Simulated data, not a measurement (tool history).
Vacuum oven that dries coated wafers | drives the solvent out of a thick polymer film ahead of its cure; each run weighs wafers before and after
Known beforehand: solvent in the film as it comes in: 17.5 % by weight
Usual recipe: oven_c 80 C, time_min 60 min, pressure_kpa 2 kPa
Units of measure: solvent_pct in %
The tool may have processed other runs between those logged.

run 1 hour=0 | oven_c=80 time_min=60 pressure_kpa=2 | solvent_pct=4.09
run 2 hour=25.5 | oven_c=87 time_min=60 pressure_kpa=2 | solvent_pct=2.4
run 3 hour=60.9 | oven_c=87 time_min=60 pressure_kpa=2 | solvent_pct=2.51
run 4 hour=97 | oven_c=80 time_min=60 pressure_kpa=2 | solvent_pct=4.24
run 5 hour=113.8 | oven_c=80 time_min=60 pressure_kpa=2 | solvent_pct=4.23
run 6 hour=131.8 | oven_c=68 time_min=60 pressure_kpa=2 | solvent_pct=8.25
run 7 hour=169 | oven_c=67 time_min=60 pressure_kpa=2 | solvent_pct=8.84
run 8 hour=192.9 | oven_c=67 time_min=54 pressure_kpa=2 | solvent_pct=9.15
run 9 hour=216.6 | oven_c=67 time_min=54 pressure_kpa=2 | solvent_pct=9.24
run 10 hour=248.5 | oven_c=67 time_min=54 pressure_kpa=2 | solvent_pct=9
run 11 hour=268.3 | oven_c=67 time_min=54 pressure_kpa=2 | solvent_pct=9.2
run 12 hour=293.6 | oven_c=67 time_min=54 pressure_kpa=2 | solvent_pct=9
run 13 hour=314.5 | oven_c=80 time_min=60 pressure_kpa=2 | solvent_pct=4.3
run 14 hour=347.7 | oven_c=80 time_min=60 pressure_kpa=2 | solvent_pct=4.28
run 15 hour=380.9 | oven_c=80 time_min=60 pressure_kpa=2 | solvent_pct=4.42
run 16 hour=403.2 | oven_c=80 time_min=60 pressure_kpa=2 | solvent_pct=4.37
run 17 hour=430.4 | oven_c=80 time_min=60 pressure_kpa=2 | solvent_pct=4.34
run 18 hour=460 | oven_c=73 time_min=60 pressure_kpa=2 | solvent_pct=6.71
run 19 hour=475.8 | oven_c=80 time_min=36 pressure_kpa=2 | solvent_pct=6.71
run 20 hour=493.6 | oven_c=80 time_min=36 pressure_kpa=2 | solvent_pct=6.56
run 21 hour=526.8 | oven_c=80 time_min=36 pressure_kpa=2 | solvent_pct=6.64
run 22 hour=562.3 | oven_c=80 time_min=60 pressure_kpa=2 | solvent_pct=4.29
run 23 hour=599.8 | oven_c=86 time_min=51 pressure_kpa=1.76 | solvent_pct=3.26
run 24 hour=618.5 | oven_c=86 time_min=51 pressure_kpa=1.41 | solvent_pct=3.01
run 25 hour=639.2 | oven_c=68 time_min=30 pressure_kpa=1.41 | solvent_pct=10.59
run 26 hour=669.5 | oven_c=90 time_min=60 pressure_kpa=3.07 | solvent_pct=2.71
run 27 hour=705.1 | oven_c=81 time_min=68 pressure_kpa=1.65 | solvent_pct=3.53
run 28 hour=731.8 | oven_c=87 time_min=106 pressure_kpa=3.7 | solvent_pct=2.82
run 29 hour=759.1 | oven_c=87 time_min=106 pressure_kpa=3.7 | solvent_pct=2.84
run 30 hour=780.9 | oven_c=87 time_min=106 pressure_kpa=3.7 | solvent_pct=2.79
run 31 hour=799.8 | oven_c=83 time_min=51 pressure_kpa=2.23 | solvent_pct=4.47
run 32 hour=822.3 | oven_c=93 time_min=94 pressure_kpa=4.49 | solvent_pct=2.57
run 33 hour=850.3 | oven_c=88 time_min=104 pressure_kpa=4.49 | solvent_pct=3.27
run 34 hour=878.8 | oven_c=92 time_min=99 pressure_kpa=5.85 | solvent_pct=3.6
run 35 hour=895.3 | oven_c=92 time_min=99 pressure_kpa=5.85 | solvent_pct=3.47
run 36 hour=918.4 | oven_c=78 time_min=67 pressure_kpa=2 | solvent_pct=4.88
-- hour=922.5 vacuum gauge cleaned of residue and calibrated
run 37 hour=949.9 | oven_c=80 time_min=84 pressure_kpa=2 | solvent_pct=3.22
run 38 hour=979.5 | oven_c=85 time_min=60 pressure_kpa=4.1 | solvent_pct=4.56
run 39 hour=1002.1 | oven_c=85 time_min=60 pressure_kpa=4.1 | solvent_pct=4.43
run 40 hour=1031.1 | oven_c=71 time_min=60 pressure_kpa=4.1 | solvent_pct=9.68
run 41 hour=1051.8 | oven_c=68 time_min=42 pressure_kpa=3.03 | solvent_pct=10.92
run 42 hour=1082.2 | oven_c=77 time_min=52 pressure_kpa=2.21 | solvent_pct=6.41
run 43 hour=1105.9 | oven_c=78 time_min=76 pressure_kpa=3.38 | solvent_pct=5.46
run 44 hour=1123.3 | oven_c=73 time_min=60 pressure_kpa=1.58 | solvent_pct=6.71

Forecast each of these 3 alternatives for the next run:
run A hour=1144.6 | oven_c=71 time_min=60 pressure_kpa=4.69 | solvent_pct=?
run B hour=1144.6 | oven_c=93 time_min=69 pressure_kpa=2 | solvent_pct=?
run C hour=1144.6 | oven_c=86 time_min=49 pressure_kpa=1.58 | solvent_pct=?

run=A solvent_pct=10.26
run=B solvent_pct=1.39
run=C solvent_pct=3.37
With no hidden state in the tool, these same runs would have given:
run=A solvent_pct=9.37
run=B solvent_pct=1.17
run=C solvent_pct=2.8

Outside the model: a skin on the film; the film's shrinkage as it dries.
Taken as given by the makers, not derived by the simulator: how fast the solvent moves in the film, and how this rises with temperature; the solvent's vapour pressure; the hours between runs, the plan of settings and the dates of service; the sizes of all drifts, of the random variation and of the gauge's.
